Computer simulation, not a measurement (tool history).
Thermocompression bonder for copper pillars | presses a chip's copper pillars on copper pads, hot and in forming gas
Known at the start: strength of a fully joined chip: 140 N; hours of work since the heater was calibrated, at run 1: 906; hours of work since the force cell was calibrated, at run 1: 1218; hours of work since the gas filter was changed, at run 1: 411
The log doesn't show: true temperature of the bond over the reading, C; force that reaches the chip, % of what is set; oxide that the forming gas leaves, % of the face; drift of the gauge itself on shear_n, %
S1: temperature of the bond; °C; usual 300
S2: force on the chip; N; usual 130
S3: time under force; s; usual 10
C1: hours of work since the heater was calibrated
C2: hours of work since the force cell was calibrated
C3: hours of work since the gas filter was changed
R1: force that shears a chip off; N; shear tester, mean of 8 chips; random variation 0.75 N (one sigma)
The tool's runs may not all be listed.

Run 1, hour 0.0: usual settings; C1 906; C2 1218; C3 411. Result: R1 56.3 N.
At hour 5.8: forming gas filter changed.
Run 2, hour 81.9: usual settings; C1 964; C2 1276; C3 54. Result: R1 56.0 N.
Run 3, hour 119.3: usual settings; C1 991; C2 1303; C3 81. Result: R1 56.0 N.
Run 4, hour 157.2: usual settings; C1 1018; C2 1330; C3 108. Result: R1 57.0 N.
At hour 214.7: heater calibrated with a thermocouple chip.
Run 5, hour 215.3: usual settings but S1 284 °C; C1 0; C2 1371; C3 149. Result: R1 47.4 N.
Run 6, hour 290.1: usual settings but S1 284 °C, S2 137 N; C1 54; C2 1424; C3 202. Result: R1 49.4 N.
Run 7, hour 373.3: usual settings but S1 284 °C, S2 137 N; C1 114; C2 1484; C3 262. Result: R1 49.7 N.
Run 8, hour 432.4: usual settings but S1 284 °C, S2 137 N; C1 156; C2 1526; C3 304. Result: R1 49.7 N.
Run 9, hour 485.7: usual settings but S1 284 °C, S2 137 N; C1 194; C2 1564; C3 342. Result: R1 50.2 N.
Run 10, hour 532.8: usual settings; C1 228; C2 1598; C3 376. Result: R1 55.5 N.
At hour 584.3: forming gas filter changed.
Run 11, hour 608.8: usual settings; C1 282; C2 1652; C3 18. Result: R1 56.4 N.
Run 12, hour 689.1: usual settings but S1 311 °C; C1 339; C2 1709; C3 75. Result: R1 62.0 N.
Run 13, hour 768.1: usual settings but S1 274 °C; C1 396; C2 1766; C3 132. Result: R1 42.3 N.
Run 14, hour 838.6: usual settings; C1 446; C2 1816; C3 182. Result: R1 55.6 N.
Run 15, hour 927.3: usual settings but S1 273 °C; C1 510; C2 1880; C3 246. Result: R1 41.1 N.
At hour 965.4: force cell calibrated.
Run 16, hour 967.6: usual settings; C1 537; C2 2; C3 273. Result: R1 57.1 N.
Run 17, hour 1024.1: usual settings; C1 578; C2 42; C3 314. Result: R1 55.9 N.
Run 18, hour 1090.4: usual settings; C1 625; C2 89; C3 361. Result: R1 54.9 N.
Run 19, hour 1144.3: usual settings; C1 664; C2 128; C3 400. Result: R1 56.5 N.
At hour 1165.6: forming gas filter changed.
Run 20, hour 1185.7: usual settings; C1 693; C2 157; C3 14. Result: R1 55.5 N.
Run 21, hour 1244.1: usual settings; C1 735; C2 199; C3 56. Result: R1 55.8 N.
Run 22, hour 1330.4: usual settings but S1 297 °C, S2 184 N, S3 13 s; C1 797; C2 261; C3 118. Result: R1 76.4 N.
Run 23, hour 1414.1: usual settings but S1 289 °C, S2 184 N, S3 13 s; C1 857; C2 321; C3 178. Result: R1 71.4 N.
Run 24, hour 1503.9: usual settings but S1 289 °C, S2 133 N, S3 6 s; C1 921; C2 385; C3 242. Result: R1 42.2 N.
Run 25, hour 1586.4: usual settings but S1 289 °C, S2 133 N, S3 6 s; C1 980; C2 444; C3 301. Result: R1 41.6 N.
Run 26, hour 1638.1: usual settings but S2 148 N, S3 7 s; C1 1017; C2 481; C3 338. Result: R1 55.1 N.
At hour 1699.9: heater calibrated with a thermocouple chip.
Run 27, hour 1703.9: usual settings but S1 329 °C, S2 135 N, S3 14 s; C1 3; C2 527; C3 384. Result: R1 82.7 N.
At hour 1744.6: forming gas filter changed.
Run 28, hour 1744.6: usual settings but S2 158 N, S3 8 s; C1 32; C2 556; C3 0. Result: R1 60.7 N.
Run 29, hour 1822.8: usual settings but S2 158 N, S3 8 s; C1 88; C2 612; C3 56. Result: R1 60.7 N.
Run 30, hour 1900.3: usual settings but S1 278 °C, S3 26 s; C1 143; C2 667; C3 111. Result: R1 63.1 N.
Run 31, hour 1964.8: usual settings but S2 121 N, S3 26 s; C1 189; C2 713; C3 158. Result: R1 75.1 N.
Run 32, hour 2051.7: usual settings but S2 121 N, S3 26 s; C1 251; C2 775; C3 220. Result: R1 76.1 N.
Run 33, hour 2135.6: usual settings but S2 121 N, S3 26 s; C1 311; C2 835; C3 280. Result: R1 75.3 N.
Run 34, hour 2182.0: usual settings but S2 121 N, S3 26 s; C1 345; C2 869; C3 313. Result: R1 74.6 N.
Run 35, hour 2270.1: usual settings but S1 310 °C, S2 121 N, S3 15 s; C1 408; C2 932; C3 376. Result: R1 67.2 N.
At hour 2327.2: forming gas filter changed.
Run 36, hour 2347.7: usual settings but S1 277 °C, S2 86 N, S3 15 s; C1 463; C2 987; C3 15. Result: R1 36.4 N.
Run 37, hour 2393.9: usual settings but S1 277 °C, S2 86 N, S3 15 s; C1 496; C2 1020; C3 48. Result: R1 37.3 N.
Run 38, hour 2450.0: usual settings but S1 277 °C, S2 86 N, S3 15 s; C1 536; C2 1060; C3 88. Result: R1 36.6 N.
Run 39, hour 2539.2: usual settings but S1 323 °C, S3 7 s; C1 600; C2 1124; C3 152. Result: R1 61.9 N.

Hidden state at the last listed run before each entry between runs and at the first one after, where it differs:
Between runs 1 and 2: forming gas filter changed (hour 5.8)
  oxide that the forming gas leaves, % of the face: 0.76 -> 0.53
Between runs 4 and 5: heater calibrated with a thermocouple chip (hour 214.7)
  true temperature of the bond over the reading, C: -0.2 -> 0; oxide that the forming gas leaves, % of the face: 0.57 -> 0.59
Between runs 10 and 11: forming gas filter changed (hour 584.3)
  oxide that the forming gas leaves, % of the face: 0.74 -> 0.52
Between runs 15 and 16: force cell calibrated (hour 965.4)
  force that reaches the chip, % of what is set: 99.7 -> 100; oxide that the forming gas leaves, % of the face: 0.66 -> 0.68
Between runs 19 and 20: forming gas filter changed (hour 1165.6)
  oxide that the forming gas leaves, % of the face: 0.76 -> 0.51
Between runs 26 and 27: heater calibrated with a thermocouple chip (hour 1699.9)
  true temperature of the bond over the reading, C: -0.3 -> 0; oxide that the forming gas leaves, % of the face: 0.72 -> 0.75
Between runs 27 and 28: forming gas filter changed (hour 1744.6)
  oxide that the forming gas leaves, % of the face: 0.75 -> 0.5
Between runs 35 and 36: forming gas filter changed (hour 2327.2)
  force that reaches the chip, % of what is set: 99.9 -> 99.8; oxide that the forming gas leaves, % of the face: 0.74 -> 0.51
